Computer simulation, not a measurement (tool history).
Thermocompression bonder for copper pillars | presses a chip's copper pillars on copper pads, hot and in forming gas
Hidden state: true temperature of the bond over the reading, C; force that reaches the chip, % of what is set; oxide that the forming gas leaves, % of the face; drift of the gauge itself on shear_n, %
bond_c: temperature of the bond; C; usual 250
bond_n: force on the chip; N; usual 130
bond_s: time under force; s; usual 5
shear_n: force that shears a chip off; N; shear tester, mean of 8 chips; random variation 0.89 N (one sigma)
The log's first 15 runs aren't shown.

run   hour  bond_c  bond_n  bond_s  hours of work since the heater was calibrated  hours of work since the force cell was calibrated  hours of work since the gas filter was changed  shear_n
 16  347.3     250     130       5                                            533                                                286                                              64     74.1
 17  375.1     250     130       5                                            555                                                308                                              86       73
 18    401     221      96       5                                            576                                                329                                             107     38.7
 19  430.7     236     130       7                                            599                                                352                                             130     71.7
 20  448.1     236     130       7                                            613                                                366                                             144     68.8
 21    465     221     109       4                                            627                                                379                                             158     38.6
 22  485.8     221     109       4                                            643                                                396                                             174     39.6
 23  516.5     221     192       4                                            668                                                420                                             199     70.6
     533.5  -- heater calibrated with a thermocouple chip
     548.3  -- forming gas filter changed
 24  550.9     250     130       4                                             13                                                446                                               2     67.4
 25  580.8     271     130       4                                             37                                                470                                              26     82.9
 26  612.8     250     104      11                                             63                                                495                                              51     78.2
 27  634.5     250     130       4                                             80                                                512                                              69     68.3
 28  662.6     250     143       5                                            102                                                535                                              91       81
 29  676.8     250     109       4                                            114                                                546                                             102     57.1
 30  696.6     250     130      12                                            129                                                562                                             118     97.7

Forecast each of these 3 alternatives for the next run:
  A  714.4     250     193       4                                            144                                                576                                             132        ?
  B  714.4     244     136      12                                            144                                                576                                             132        ?
  C  714.4     270     118       6                                            144                                                576                                             132        ?

run  shear_n
  A       94
  B     95.8
  C     86.3
Without the tool's hidden state the same runs would have given:
run  shear_n
  A     94.2
  B       96
  C     86.5

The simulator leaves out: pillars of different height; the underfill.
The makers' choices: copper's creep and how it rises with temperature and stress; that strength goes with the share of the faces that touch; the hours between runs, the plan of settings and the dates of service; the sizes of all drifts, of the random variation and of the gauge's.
